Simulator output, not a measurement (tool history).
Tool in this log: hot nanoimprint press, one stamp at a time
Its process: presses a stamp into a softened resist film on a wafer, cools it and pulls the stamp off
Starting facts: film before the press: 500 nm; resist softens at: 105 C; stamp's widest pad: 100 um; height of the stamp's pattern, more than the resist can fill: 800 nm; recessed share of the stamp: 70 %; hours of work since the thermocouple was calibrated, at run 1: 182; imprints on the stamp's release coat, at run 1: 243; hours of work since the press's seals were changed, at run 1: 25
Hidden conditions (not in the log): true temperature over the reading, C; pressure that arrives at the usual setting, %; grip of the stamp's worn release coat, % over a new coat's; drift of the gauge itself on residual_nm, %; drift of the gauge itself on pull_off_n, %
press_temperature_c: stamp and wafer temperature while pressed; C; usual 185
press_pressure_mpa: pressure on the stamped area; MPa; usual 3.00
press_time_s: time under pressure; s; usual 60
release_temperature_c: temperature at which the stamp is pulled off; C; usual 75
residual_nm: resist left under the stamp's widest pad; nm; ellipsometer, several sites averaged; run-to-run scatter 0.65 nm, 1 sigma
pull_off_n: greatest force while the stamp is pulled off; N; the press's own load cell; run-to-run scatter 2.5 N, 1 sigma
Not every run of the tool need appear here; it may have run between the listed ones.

run   hour  press_temperature_c  press_pressure_mpa  press_time_s  release_temperature_c  hours of work since the thermocouple was calibrated  imprints on the stamp's release coat  hours of work since the press's seals were changed  residual_nm  pull_off_n
  1    0.0                  185                3.00            60                     75                                                  182                                   243                                                  25        190.3         121
  2    5.0                  186                3.00            60                     75                                                  185                                   264                                                  28        182.6         122
  3   15.9                  185                3.00            60                     80                                                  193                                   312                                                  36        187.8         108
  4   23.4                  185                3.00            60                     80                                                  198                                   344                                                  41        188.8         109
  5   33.6                  185                3.00            60                     80                                                  205                                   388                                                  48        189.0         110
  6   41.7                  185                3.00            60                     80                                                  211                                   423                                                  53        189.5         110
  7   47.7                  185                3.00            60                     68                                                  215                                   450                                                  58        188.3         149
  8   57.3                  185                3.00            60                     68                                                  221                                   491                                                  64        189.3         159
      61.0  -- plate thermocouple calibrated
  9   70.3                  185                3.00            60                     68                                                    6                                   535                                                  71        186.2         152
 10   75.6                  185                3.00            60                     68                                                   10                                   558                                                  75        188.0         155
 11   82.9                  185                3.00            60                     75                                                   15                                   589                                                  80        187.4         138
 12   88.5                  185                3.00            60                     75                                                   19                                   613                                                  84        187.7         134
 13   93.9                  188                3.00            60                     75                                                   23                                   637                                                  87        167.4         136
      98.8  -- plate thermocouple calibrated, once more
 14  102.4                  188                3.00            60                     75                                                    2                                   661                                                  91        176.7         139
 15  107.0                  188                4.47            60                     65                                                    6                                   681                                                  94        141.4         184
 16  112.7                  188                4.47            60                     65                                                   10                                   705                                                  98        142.1         179
 17  123.8                  188                4.47            60                     65                                                   17                                   753                                                 106        140.8         176
 18  133.0                  185                3.00            80                     64                                                   24                                   793                                                 112        176.0         190
 19  138.1                  185                3.00            80                     64                                                   27                                   815                                                 116        176.3         191
 20  147.9                  185                3.00            89                     75                                                   34                                   858                                                 122        169.4         151
 21  152.8                  187                3.56           114                     83                                                   37                                   879                                                 126        129.1         113
 22  158.2                  187                3.56           114                     83                                                   41                                   902                                                 129        129.2         121
 23  167.0                  185                3.00            60                     76                                                   47                                   940                                                 135        195.8         150
 24  172.4                  184                3.00            60                     62                                                   51                                   964                                                 139        203.3         204
 25  181.5                  193                2.99            60                     65                                                   57                                  1003                                                 145        146.9         194
 26  188.6                  176                3.67            60                     65                                                   62                                  1034                                                 150        245.9         197
 27  196.7                  196                2.15            38                     74                                                   67                                  1069                                                 156        190.7         156

5 options for the next run, each taken on its own from the tool as it stands now. Forecast them:
  A  203.8                  181                2.15            66                     74                                                   72                                  1100                                                 161            ?           ?
  B  203.8                  185                3.00           106                     71                                                   72                                  1100                                                 161            ?           ?
  C  203.8                  197                3.83           107                     75                                                   72                                  1100                                                 161            ?           ?
  D  203.8                  196                3.00           109                     74                                                   72                                  1100                                                 161            ?           ?
  E  203.8                  196                2.15            38                     65                                                   72                                  1100                                                 161            ?           ?

run  residual_nm  pull_off_n
  A        257.4         160
  B        157.7         165
  C         88.8         155
  D        105.2         158
  E        190.2         194
With the hidden condition removed and each run's random variation left untouched, the same runs would have given:
run  residual_nm  pull_off_n
  A        257.5         119
  B        157.4         123
  C         88.4         116
  D        104.9         117
  E        190.2         144
